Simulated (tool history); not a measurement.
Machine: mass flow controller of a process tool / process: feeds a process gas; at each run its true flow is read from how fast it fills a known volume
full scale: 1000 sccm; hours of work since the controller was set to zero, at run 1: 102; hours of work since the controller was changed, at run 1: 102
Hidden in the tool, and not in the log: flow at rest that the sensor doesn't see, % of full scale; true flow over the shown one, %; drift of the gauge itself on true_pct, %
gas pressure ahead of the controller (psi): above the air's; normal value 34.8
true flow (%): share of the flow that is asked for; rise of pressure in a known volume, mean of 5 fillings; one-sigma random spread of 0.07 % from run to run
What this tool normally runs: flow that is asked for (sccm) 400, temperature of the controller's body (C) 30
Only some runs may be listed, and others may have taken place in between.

| run | day | flow that is asked for (sccm) | gas pressure ahead of the controller (psi) | temperature of the controller's body (C) | hours of work since the controller was set to zero | hours of work since the controller was changed | true flow (%) |
|---|---|---|---|---|---|---|---|
| 1 | 0.000 | 400 | 34.8 | 30 | 102 | 102 | 98.50 |
| 2 | 3.033 | 400 | 34.8 | 30 | 135 | 135 | 98.55 |
| 3 | 8.271 | 400 | 34.8 | 30 | 194 | 194 | 98.21 |
| 4 | 12.329 | 400 | 34.8 | 30 | 239 | 239 | 98.34 |
| 5 | 16.483 | 400 | 34.8 | 30 | 286 | 286 | 98.42 |
| 6 | 22.633 | 400 | 29.7 | 30 | 354 | 354 | 98.51 |
| 7 | 25.650 | 400 | 29.7 | 30 | 388 | 388 | 98.45 |
| 8 | 31.008 | 400 | 29.7 | 30 | 448 | 448 | 98.54 |
| 9 | 38.246 | 400 | 25.8 | 30 | 529 | 529 | 98.75 |
| 10 | 44.862 | 400 | 25.8 | 30 | 603 | 603 | 98.80 |
| 11 | 48.317 | 400 | 25.8 | 30 | 642 | 642 | 98.76 |
| 12 | 52.879 | 591 | 25.8 | 30 | 693 | 693 | 99.10 |
| 13 | 56.508 | 591 | 25.8 | 30 | 733 | 733 | 99.01 |
| 14 | 60.325 | 591 | 25.8 | 30 | 776 | 776 | 99.01 |
| 15 | 66.508 | 133 | 25.8 | 30 | 845 | 845 | 97.40 |
| 16 | 71.646 | 133 | 25.8 | 30 | 902 | 902 | 97.60 |
| 17 | 78.654 | 133 | 25.8 | 30 | 981 | 981 | 97.49 |
| 18 | 82.075 | 133 | 25.8 | 30 | 1019 | 1019 | 97.38 |
| 19 | 85.742 | 133 | 25.8 | 30 | 1060 | 1060 | 97.20 |
| 20 | 92.925 | 133 | 25.8 | 30 | 1140 | 1140 | 97.35 |
| 21 | 98.054 | 400 | 24.9 | 30 | 1197 | 1197 | 98.72 |
| 22 | 101.996 | 400 | 24.9 | 30 | 1241 | 1241 | 98.79 |
| 23 | 108.671 | 400 | 24.9 | 30 | 1316 | 1316 | 98.66 |
| 24 | 115.771 | 400 | 24.9 | 30 | 1395 | 1395 | 98.72 |
| 25 | 121.358 | 379 | 37.1 | 30 | 1458 | 1458 | 98.12 |
| 26 | 128.621 | 376 | 23.9 | 33 | 1539 | 1539 | 98.56 |
| 27 | 134.275 | 400 | 37.9 | 21 | 1602 | 1602 | 98.34 |
| 28 | 138.429 | 126 | 37.9 | 21 | 1649 | 1649 | 96.60 |
| 29 | 145.696 | 126 | 37.9 | 21 | 1730 | 1730 | 96.55 |
| 30 | 149.200 | 126 | 37.9 | 21 | 1769 | 1769 | 96.53 |
| 31 | 153.879 | 403 | 24.9 | 29 | 1821 | 1821 | 98.73 |
| 32 | 159.546 | 204 | 36.5 | 30 | 1885 | 1885 | 97.16 |
| 33 | 164.671 | 101 | 30.0 | 26 | 1942 | 1942 | 95.99 |
| 34 | 169.154 | 158 | 28.9 | 30 | 1992 | 1992 | 97.08 |
| 35 | 175.946 | 158 | 28.9 | 30 | 2068 | 2068 | 96.91 |
| 36 | 180.429 | 158 | 28.9 | 30 | 2118 | 2118 | 96.76 |
| 37 | 186.062 | 123 | 27.3 | 39 | 2181 | 2181 | 95.89 |
| 38 | 189.996 | 400 | 34.8 | 26 | 2225 | 2225 | 98.36 |
| 39 | 196.267 | 400 | 26.4 | 36 | 2295 | 2295 | 98.15 |
| 40 | 201.146 | 400 | 26.4 | 36 | 2350 | 2350 | 98.14 |
| 41 | 205.129 | 400 | 26.4 | 36 | 2394 | 2394 | 98.25 |
| 42 | 212.138 | 219 | 26.8 | 36 | 2472 | 2472 | 97.24 |
| 43 | 218.650 | 400 | 40.3 | 26 | 2545 | 2545 | 97.98 |
| 44 | 223.158 | 336 | 20.9 | 36 | 2596 | 2596 | 98.18 |
| 45 | 226.867 | 234 | 34.4 | 37 | 2637 | 2637 | 96.88 |
| 46 | 234.108 | 234 | 34.4 | 37 | 2718 | 2718 | 96.86 |
| 47 | 237.083 | 106 | 28.4 | 34 | 2751 | 2751 | 94.99 |

5 ways to go on from here, each from the tool as it stands after run 47. What would each give?
| A | 241.233 | 106 | 28.4 | 38 | 2798 | 2798 | ? |
| B | 241.233 | 140 | 24.5 | 30 | 2798 | 2798 | ? |
| C | 241.233 | 212 | 28.4 | 34 | 2798 | 2798 | ? |
| D | 241.233 | 133 | 23.4 | 33 | 2798 | 2798 | ? |
| E | 241.233 | 621 | 31.8 | 31 | 2798 | 2798 | ? |

| run | true flow (%) |
|---|---|
| A | 94.86 |
| B | 96.41 |
| C | 97.04 |
| D | 95.95 |
| E | 98.80 |
The same runs, with their run-to-run variation unchanged, on a tool lacking any hidden condition would have given:
| run | true flow (%) |
|---|---|
| A | 98.20 |
| B | 98.85 |
| C | 98.54 |
| D | 98.53 |
| E | 99.08 |
